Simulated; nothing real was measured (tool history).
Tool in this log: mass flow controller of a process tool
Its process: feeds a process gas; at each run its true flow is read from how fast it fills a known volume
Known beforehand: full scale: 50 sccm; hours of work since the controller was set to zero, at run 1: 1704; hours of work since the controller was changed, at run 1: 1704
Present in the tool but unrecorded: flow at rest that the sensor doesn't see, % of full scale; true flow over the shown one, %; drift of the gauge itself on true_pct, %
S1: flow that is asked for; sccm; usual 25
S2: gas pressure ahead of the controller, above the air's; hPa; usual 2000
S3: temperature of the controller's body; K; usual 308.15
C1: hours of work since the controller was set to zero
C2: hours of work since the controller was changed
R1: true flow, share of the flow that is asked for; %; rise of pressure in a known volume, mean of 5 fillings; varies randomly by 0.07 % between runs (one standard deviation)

run 1 hour=0 | S1=25 S2=2000 S3=308.15 | C1=1704 C2=1704 | R1=97.95
run 2 hour=125.1 | S1=22 S2=2000 S3=308.15 | C1=1788 C2=1788 | R1=97.57
run 3 hour=227.6 | S1=22 S2=2000 S3=308.15 | C1=1856 C2=1856 | R1=97.65
run 4 hour=334.6 | S1=26 S2=2000 S3=308.15 | C1=1927 C2=1927 | R1=98.01
run 5 hour=390.9 | S1=25 S2=2000 S3=300.15 | C1=1965 C2=1965 | R1=98.13
run 6 hour=466.4 | S1=25 S2=2000 S3=300.15 | C1=2015 C2=2015 | R1=98.18
run 7 hour=557.2 | S1=25 S2=2000 S3=300.15 | C1=2076 C2=2076 | R1=98.24
run 8 hour=620.9 | S1=25 S2=2000 S3=300.15 | C1=2118 C2=2118 | R1=98.01
run 9 hour=727.1 | S1=25 S2=2000 S3=300.15 | C1=2189 C2=2189 | R1=98.03
run 10 hour=805.9 | S1=25 S2=2000 S3=299.15 | C1=2242 C2=2242 | R1=98.27
run 11 hour=860 | S1=25 S2=2000 S3=299.15 | C1=2278 C2=2278 | R1=98.28
run 12 hour=917.4 | S1=25 S2=2000 S3=298.15 | C1=2316 C2=2316 | R1=98.26
run 13 hour=993.2 | S1=25 S2=2000 S3=298.15 | C1=2367 C2=2367 | R1=98.37
run 14 hour=1074.3 | S1=25 S2=2000 S3=298.15 | C1=2421 C2=2421 | R1=98.25
run 15 hour=1131.1 | S1=48 S2=2620 S3=302.15 | C1=2459 C2=2459 | R1=99.27
run 16 hour=1222.7 | S1=25 S2=2390 S3=294.15 | C1=2520 C2=2520 | R1=98.15
run 17 hour=1351 | S1=32 S2=2480 S3=308.15 | C1=2605 C2=2605 | R1=98.08
run 18 hour=1411.2 | S1=32 S2=2480 S3=308.15 | C1=2645 C2=2645 | R1=98.12
run 19 hour=1494 | S1=32 S2=2480 S3=308.15 | C1=2701 C2=2701 | R1=97.98
run 20 hour=1622.8 | S1=23 S2=1840 S3=302.15 | C1=2786 C2=2786 | R1=98.16
run 21 hour=1752.3 | S1=20 S2=1750 S3=310.15 | C1=2873 C2=2873 | R1=97.61
run 22 hour=1876 | S1=19 S2=1490 S3=300.15 | C1=2955 C2=2955 | R1=98.09
run 23 hour=1930.3 | S1=12 S2=1930 S3=300.15 | C1=2992 C2=2992 | R1=97.34
run 24 hour=2033.5 | S1=8 S2=2540 S3=309.15 | C1=3060 C2=3060 | R1=96.29
run 25 hour=2129.6 | S1=8 S2=2540 S3=309.15 | C1=3124 C2=3124 | R1=96.34

3 ways to go on from here, each from the tool as it stands after run 25. What would each give?
run A hour=2194.9 | S1=8 S2=2580 S3=297.15 | C1=3168 C2=3168 | R1=?
run B hour=2194.9 | S1=26 S2=1610 S3=311.15 | C1=3168 C2=3168 | R1=?
run C hour=2194.9 | S1=22 S2=1600 S3=298.15 | C1=3168 C2=3168 | R1=?

run=A R1=96.66
run=B R1=98.1
run=C R1=98.26
Without the tool's hidden state the same runs would have given:
run=A R1=96.71
run=B R1=98.11
run=C R1=98.27
